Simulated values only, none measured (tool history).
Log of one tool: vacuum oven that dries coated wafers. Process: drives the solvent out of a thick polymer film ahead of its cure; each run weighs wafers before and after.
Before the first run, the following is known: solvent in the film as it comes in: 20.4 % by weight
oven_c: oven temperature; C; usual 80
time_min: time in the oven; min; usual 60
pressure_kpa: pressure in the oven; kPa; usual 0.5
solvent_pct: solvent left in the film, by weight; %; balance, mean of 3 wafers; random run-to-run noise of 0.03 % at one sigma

run	hour	oven_c	time_min	pressure_kpa	solvent_pct
1	0	80	60	0.5	1.67
2	97.4	80	60	0.5	1.6
3	192.1	80	60	0.5	1.67
4	273.8	80	60	0.586	1.69
5	365.4	80	60	0.5	1.54
6	427.4	93	60	0.5	0.46
7	505.7	93	96	0.571	0.26
8	590.9	80	60	0.254	1.48
9	639.5	80	60	0.36	1.57
10	705.4	80	60	0.36	1.55

Below are 5 alternative next runs, each starting from the tool's condition after run 10. Predict each:
A	761.9	67	37	0.5	?
B	761.9	66	45	0.36	?
C	761.9	87	50	0.36	?
D	761.9	87	85	0.891	?
E	761.9	80	60	1.088	?

run	solvent_pct
A	7.54
B	6.64
C	1.05
D	0.53
E	1.73
Without the tool's unlogged condition, the same runs would have read:
run	solvent_pct
A	7.8
B	6.87
C	1.03
D	0.34
E	1.75
